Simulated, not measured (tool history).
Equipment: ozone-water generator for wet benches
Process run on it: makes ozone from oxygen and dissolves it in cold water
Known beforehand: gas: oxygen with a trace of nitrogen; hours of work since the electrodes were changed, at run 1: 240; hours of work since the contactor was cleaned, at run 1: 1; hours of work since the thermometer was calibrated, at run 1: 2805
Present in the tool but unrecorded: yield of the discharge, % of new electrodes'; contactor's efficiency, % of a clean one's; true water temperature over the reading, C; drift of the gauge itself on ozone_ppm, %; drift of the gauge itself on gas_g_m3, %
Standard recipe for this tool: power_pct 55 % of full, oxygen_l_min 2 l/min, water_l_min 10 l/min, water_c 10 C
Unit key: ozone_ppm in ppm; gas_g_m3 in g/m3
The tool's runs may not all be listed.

run	hour	power_pct	oxygen_l_min	water_l_min	water_c	hours of work since the electrodes were changed	hours of work since the contactor was cleaned	hours of work since the thermometer was calibrated	ozone_ppm	gas_g_m3
1	0	55	2	10	10	240	1	2805	23.6	220.5
2	20.1	55	2	10	13	256	17	2821	23.4	219
3	43.4	55	2	10	13	274	36	2839	22.8	220
4	66	55	2	10	10	292	53	2857	24	220.6
5	85	55	2	10	10	307	68	2872	23.8	217.3
6	122	55	2	10	10	337	98	2901	23.8	220
7	142.3	53	2	10	10	353	114	2917	23.3	211.3
8	165.3	53	2	10	10	371	132	2936	23.3	213.9
9	193	55	2	11	10	393	154	2957	21.7	218.1
10	230.1	55	2	11	10	422	183	2987	21.8	218.7
11	264.6	55	2	11	10	449	210	3014	21.4	219.8
12	287.8	55	2	11	10	468	229	3032	21.4	220.4
13	317.7	55	2	10	10	491	252	3056	23.8	218.3
14	343.7	55	2	10	10	512	273	3077	23.9	217.3
15	379.5	55	2.26	10	10	540	301	3105	23.9	203.9
16	414.3	55	2	10	10	568	329	3132	23.4	219.5
17	446.4	55	2	10	10	593	354	3158	23.7	219
18	474.5	70	2.43	12	13	615	376	3180	23.1	230.1
19	501.3	77	2	9	10	636	398	3201	32.6	275.1
20	528.5	45	2	10	10	658	419	3223	20.6	192.6
21	550.7	59	2	10	10	675	437	3240	24.6	231
22	566.2	55	1.89	10	13	688	449	3252	22.6	226.2
23	594.6	55	2	10	18	710	471	3275	21.3	218.1
24	610.4	55	2	10	18	723	484	3287	21.3	218.1
25	645.1	55	2	10	10	750	511	3315	23.4	218
26	682.6	55	2	10	10	780	541	3344	23.6	216.4
27	714.8	59	2	13	10	805	566	3370	19.2	230.1
28	750.1	55	2.22	10	13	833	594	3398	22.7	207.1
29	766.3	55	2.22	10	11	846	607	3411	23.4	205
30	800.2	82	3.19	7	16	873	634	3437	36.8	218.5
31	837.2	82	3.19	7	16	902	663	3467	36.7	216.3
32	862.7	76	2	12	12	922	683	3487	24.1	270.6

Alternative continuations, all from the tool just after run 32; predict every row:
A	879.6	95	1.6	10	5	935	696	3500	?	?
B	879.6	55	1.8	10	6	935	696	3500	?	?
C	879.6	55	2	10	10	935	696	3500	?	?
D	879.6	55	2.48	7	6	935	696	3500	?	?
E	879.6	55	2	10	11	935	696	3500	?	?

run	ozone_ppm	gas_g_m3
A	34.5	359.1
B	23.6	231.8
C	23.7	218.6
D	33.2	193.6
E	23.1	218.6
Take away the tool's hidden state, keep each run's random variation, and the runs would have read:
run	ozone_ppm	gas_g_m3
A	35.8	368.2
B	24.3	235.8
C	24.4	222.4
D	34.2	196.9
E	23.8	222.4
